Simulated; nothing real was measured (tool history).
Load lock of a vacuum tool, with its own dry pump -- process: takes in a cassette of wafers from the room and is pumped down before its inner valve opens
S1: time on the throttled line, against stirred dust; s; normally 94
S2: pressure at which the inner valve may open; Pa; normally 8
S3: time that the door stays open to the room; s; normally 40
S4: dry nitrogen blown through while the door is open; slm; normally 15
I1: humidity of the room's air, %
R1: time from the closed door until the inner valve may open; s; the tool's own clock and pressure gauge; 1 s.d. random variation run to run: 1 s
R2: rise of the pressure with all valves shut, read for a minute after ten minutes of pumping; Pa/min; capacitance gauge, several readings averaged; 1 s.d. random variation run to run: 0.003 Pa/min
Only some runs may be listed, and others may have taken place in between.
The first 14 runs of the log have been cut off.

Run 15, hour 1239.3: usual settings; I1 46.9. Result: R1 168.8 s, R2 0.035 Pa/min.
Run 16, hour 1342.3: usual settings; I1 44.5. Result: R1 167.5 s, R2 0.034 Pa/min.
Run 17, hour 1417.6: usual settings but S4 11 slm; I1 46.1. Result: R1 167.6 s, R2 0.036 Pa/min.
Run 18, hour 1486.9: usual settings; I1 47.1. Result: R1 168.7 s, R2 0.033 Pa/min.
Run 19, hour 1550.6: usual settings but S4 4 slm; I1 46.9. Result: R1 168.5 s, R2 0.052 Pa/min.
Run 20, hour 1653.5: usual settings but S1 98 s, S2 14 Pa, S3 132 s, S4 4 slm; I1 45.0. Result: R1 166.0 s, R2 0.088 Pa/min.
Run 21, hour 1761.7: usual settings but S1 98 s, S2 14 Pa, S3 132 s, S4 4 slm; I1 42.9. Result: R1 166.0 s, R2 0.088 Pa/min.
Run 22, hour 1872.9: usual settings but S1 98 s, S2 14 Pa, S3 132 s, S4 4 slm; I1 44.4. Result: R1 168.3 s, R2 0.088 Pa/min.
Run 23, hour 1945.2: usual settings but S1 114 s, S4 6 slm; I1 46.3. Result: R1 186.8 s, R2 0.050 Pa/min.
Run 24, hour 2048.2: usual settings but S1 48 s, S4 10 slm; I1 44.7. Result: R1 130.5 s, R2 0.042 Pa/min.
Run 25, hour 2105.2: usual settings but S1 48 s, S4 10 slm; I1 43.4. Result: R1 130.1 s, R2 0.045 Pa/min.
Run 26, hour 2183.5: usual settings but S1 48 s, S4 10 slm; I1 41.3. Result: R1 133.7 s, R2 0.042 Pa/min.
Run 27, hour 2244.2: usual settings but S1 48 s, S2 15 Pa, S3 184 s, S4 10 slm; I1 45.4. Result: R1 124.0 s, R2 0.093 Pa/min.
Run 28, hour 2359.8: usual settings but S2 9 Pa; I1 47.9. Result: R1 170.5 s, R2 0.042 Pa/min.
Run 29, hour 2435.7: usual settings but S3 28 s; I1 45.6. Result: R1 169.9 s, R2 0.038 Pa/min.
Run 30, hour 2551.3: usual settings but S2 6 Pa, S3 28 s, S4 19 slm; I1 43.6. Result: R1 175.3 s, R2 0.040 Pa/min.
Run 31, hour 2612.4: usual settings but S1 48 s, S2 10 Pa, S3 57 s, S4 11 slm; I1 46.0. Result: R1 130.2 s, R2 0.055 Pa/min.
Run 32, hour 2695.3: usual settings but S1 89 s, S2 6 Pa, S3 181 s, S4 10 slm; I1 44.9. Result: R1 170.5 s, R2 0.094 Pa/min.
Run 33, hour 2777.6: usual settings but S1 70 s, S2 6 Pa, S3 181 s, S4 10 slm; I1 43.4. Result: R1 154.1 s, R2 0.089 Pa/min.
Run 34, hour 2867.4: usual settings but S1 70 s, S2 6 Pa, S3 181 s, S4 10 slm; I1 45.6. Result: R1 153.3 s, R2 0.089 Pa/min.
Run 35, hour 2988.5: usual settings but S1 79 s, S2 11 Pa, S4 5 slm; I1 45.5. Result: R1 155.4 s, R2 0.054 Pa/min.
Run 36, hour 3106.7: usual settings but S1 176 s, S2 15 Pa, S3 139 s; I1 45.5. Result: R1 232.0 s, R2 0.079 Pa/min.

Branching from run 36: 4 alternative next runs. What would each branch give?
Run A, hour 3191.2: usual settings but S3 31 s; I1 46.3. Result: R1 ?, R2 ?.
Run B, hour 3191.2: usual settings but S3 27 s; I1 48.1. Result: R1 ?, R2 ?.
Run C, hour 3191.2: usual settings but S1 57 s, S3 80 s, S4 27 slm; I1 45.7. Result: R1 ?, R2 ?.
Run D, hour 3191.2: usual settings but S1 73 s, S3 119 s, S4 44 slm; I1 42.1. Result: R1 ?, R2 ?.

run     R1     R2
  A  171.1  0.044
  B  172.6  0.046
  C  141.0  0.052
  D  153.9  0.047
With no hidden state in the tool, these same runs would have given:
run     R1     R2
  A  165.1  0.017
  B  166.5  0.018
  C  134.6  0.024
  D  147.6  0.020
